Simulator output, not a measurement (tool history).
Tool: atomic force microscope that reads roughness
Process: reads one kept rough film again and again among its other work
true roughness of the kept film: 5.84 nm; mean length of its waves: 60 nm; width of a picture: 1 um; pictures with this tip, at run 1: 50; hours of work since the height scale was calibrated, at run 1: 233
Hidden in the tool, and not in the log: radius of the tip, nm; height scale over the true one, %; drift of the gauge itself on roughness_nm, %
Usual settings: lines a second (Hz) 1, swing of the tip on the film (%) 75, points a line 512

run,day,lines a second (Hz),swing of the tip on the film (%),points a line,pictures with this tip,hours of work since the height scale was calibrated,roughness of the kept film (nm (root mean square))
1,0,1,75,512,50,233,5.113
2,0.758,1,75,512,80,242,4.955
3,1.588,0.67,75,512,113,251,4.866
# day 1.662: new tip fitted
4,2.038,1,75,1000,15,256,5.324
5,2.967,1,75,512,51,266,5.166
6,3.692,1,77,512,80,275,5.028
7,4.196,1,85,512,100,280,4.858
# day 4.6: new tip fitted
8,4.967,0.88,75,512,15,289,5.354
9,5.912,1,61,308,52,299,5.258
10,6.517,0.56,75,968,76,306,5.176
11,6.983,1.4,78,892,94,312,4.852
# day 7.525: new tip fitted
12,7.558,2.94,76,749,1,318,5.005

Run 13 comes next. What will it give?
13,8.017,3.87,71,702,19,323,?

Run 13 gave roughness of the kept film (nm (root mean square)) 4.889.
Without the tool's hidden state the same run would have given roughness of the kept film (nm (root mean square)) 4.957.
